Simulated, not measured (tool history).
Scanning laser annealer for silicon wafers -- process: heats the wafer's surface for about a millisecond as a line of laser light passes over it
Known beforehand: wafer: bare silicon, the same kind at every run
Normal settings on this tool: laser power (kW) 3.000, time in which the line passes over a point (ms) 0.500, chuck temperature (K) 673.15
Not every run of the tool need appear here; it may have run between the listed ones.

run	hour	laser power (kW)	time in which the line passes over a point (ms)	chuck temperature (K)	highest temperature of the surface (K)
1	0.0	3.000	0.500	673.15	1449.15
2	27.5	3.000	0.500	673.15	1446.15
3	53.9	3.000	0.500	673.15	1446.15
4	89.2	3.000	0.500	673.15	1446.15
5	113.1	3.000	0.500	669.15	1442.15
6	140.5	3.000	0.500	635.15	1407.15
7	161.7	3.000	0.500	635.15	1408.15
8	184.6	3.000	0.500	635.15	1407.15
9	203.1	3.000	0.500	635.15	1405.15
10	232.2	3.000	0.500	635.15	1406.15
11	267.8	3.000	0.500	635.15	1404.15
12	299.3	3.000	0.500	681.15	1452.15
13	325.4	3.000	0.561	681.15	1500.15
14	352.1	3.000	0.561	681.15	1501.15
15	370.9	3.000	0.500	673.15	1441.15
16	394.7	3.000	0.500	673.15	1441.15
17	427.2	3.000	0.500	673.15	1440.15
18	463.0	3.000	0.500	673.15	1441.15
19	499.0	2.817	0.500	673.15	1383.15
20	522.3	2.817	0.500	673.15	1384.15
21	545.8	2.817	0.500	673.15	1385.15
22	577.6	2.719	0.500	673.15	1353.15
23	599.0	2.719	0.500	673.15	1352.15
24	629.8	2.719	0.500	673.15	1352.15
25	655.3	2.605	0.500	712.15	1358.15
26	684.8	3.000	0.460	708.15	1436.15
27	708.6	2.708	0.574	691.15	1419.15
28	728.2	2.939	0.361	700.15	1322.15
29	757.8	2.939	0.357	651.15	1265.15
30	792.3	2.939	0.357	651.15	1270.15
31	826.1	2.939	0.357	651.15	1267.15
32	854.5	3.084	0.501	709.15	1494.15
33	886.8	3.084	0.501	709.15	1496.15
34	916.9	3.084	0.501	709.15	1495.15
# hour 923.3: window over the wafer cleaned
35	941.2	2.672	0.359	664.15	1231.15
36	965.5	3.154	0.500	708.15	1539.15
37	1000.6	2.987	0.460	700.15	1442.15
38	1022.5	2.780	0.500	673.15	1386.15
39	1038.7	3.000	0.590	673.15	1528.15
40	1055.5	2.764	0.590	633.15	1408.15

Consider 5 possible next runs. They are alternatives, not a sequence: every one starts from the tool as it was left by run 40. What does each give?
A	1075.2	2.764	0.485	684.15	?
B	1075.2	2.801	0.590	633.15	?
C	1075.2	2.764	0.590	687.15	?
D	1075.2	2.765	0.541	664.15	?
E	1075.2	3.127	0.509	662.15	?

run	highest temperature of the surface (K)
A	1380.15
B	1420.15
C	1464.15
D	1404.15
E	1488.15
The same runs, with their run-to-run variation unchanged, on a tool lacking any hidden condition would have given:
run	highest temperature of the surface (K)
A	1387.15
B	1428.15
C	1471.15
D	1411.15
E	1495.15
